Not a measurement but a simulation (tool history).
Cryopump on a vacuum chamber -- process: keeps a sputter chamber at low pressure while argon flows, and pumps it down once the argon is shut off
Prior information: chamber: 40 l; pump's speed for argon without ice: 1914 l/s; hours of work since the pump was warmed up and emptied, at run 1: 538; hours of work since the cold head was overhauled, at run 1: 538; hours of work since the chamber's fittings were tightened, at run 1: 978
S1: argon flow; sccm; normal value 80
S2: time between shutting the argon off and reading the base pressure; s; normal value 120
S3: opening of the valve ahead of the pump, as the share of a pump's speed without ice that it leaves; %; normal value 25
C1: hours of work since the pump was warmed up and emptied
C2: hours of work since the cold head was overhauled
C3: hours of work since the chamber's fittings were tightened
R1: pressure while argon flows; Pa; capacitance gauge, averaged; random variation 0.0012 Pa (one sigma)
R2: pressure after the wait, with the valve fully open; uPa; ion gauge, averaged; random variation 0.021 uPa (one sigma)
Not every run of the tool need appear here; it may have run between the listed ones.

run	hour	S1	S2	S3	C1	C2	C3	R1	R2
1	0	80	120	25	538	538	978	0.296	0.95
2	17.7	80	120	25	551	551	991	0.2949	0.9
3	25.2	80	42	25	557	557	997	0.2938	1.6
4	36.9	80	225	25	565	565	1006	0.2953	0.79
5	52.3	80	120	25	577	577	1017	0.2976	0.94
6	67.2	80	120	25	588	588	1029	0.2956	0.95
7	75.9	80	120	25	595	595	1035	0.2964	0.9
8	83.8	80	120	25	601	601	1041	0.2976	0.92
9	98.9	80	120	25	612	612	1052	0.2975	0.93
10	106.4	80	120	25	618	618	1058	0.298	0.96
11	113.7	80	120	25	623	623	1064	0.2998	0.95
12	128.5	80	120	25	634	634	1075	0.2971	1
13	138	33	120	25	641	641	1082	0.1232	0.95
14	150.1	33	120	25	650	650	1091	0.1226	0.99
15	160.8	80	120	22	659	659	1099	0.3384	0.95
16	174.6	73	120	25	669	669	1109	0.2705	0.95
17	182.4	80	120	35	675	675	1115	0.2202	0.99
18	200.6	74	204	29	688	688	1129	0.241	0.84
19	209.7	74	204	29	695	695	1136	0.2427	0.88
20	218.1	74	204	29	702	702	1142	0.2403	0.88
21	228	74	204	29	709	709	1149	0.2443	0.87
22	237.2	74	204	29	716	716	1156	0.2414	0.84
23	254.1	80	24	52	729	729	1169	0.1536	2.41
24	271.8	80	33	52	742	742	1182	0.153	1.89
25	289.2	80	113	23	755	755	1195	0.3249	1.06
26	306	41	24	56	768	768	1208	0.0743	2.43
27	323	80	194	25	780	780	1221	0.3028	0.92
28	332.3	57	187	25	787	787	1228	0.2186	0.94
29	343.2	57	187	25	795	795	1236	0.2152	0.94
30	354	57	187	25	804	804	1244	0.2162	0.91
31	364.4	57	30	45	811	811	1252	0.1262	2.1
32	374.7	57	30	23	819	819	1260	0.2337	2.18
33	384	57	30	23	826	826	1267	0.2338	2.13

Branching from run 33: 4 alternative next runs. What would each branch give?
A	402.2	57	30	43	840	840	1280	?	?
B	402.2	81	46	60	840	840	1280	?	?
C	402.2	57	30	51	840	840	1280	?	?
D	402.2	77	120	25	840	840	1280	?	?

run	R1	R2
A	0.1329	2.09
B	0.1414	1.62
C	0.1137	2.12
D	0.2913	1.06
Stripped of hidden state, with their random variation kept, the same runs would have yielded:
run	R1	R2
A	0.1174	1.51
B	0.1194	1.04
C	0.0984	1.52
D	0.2705	0.48

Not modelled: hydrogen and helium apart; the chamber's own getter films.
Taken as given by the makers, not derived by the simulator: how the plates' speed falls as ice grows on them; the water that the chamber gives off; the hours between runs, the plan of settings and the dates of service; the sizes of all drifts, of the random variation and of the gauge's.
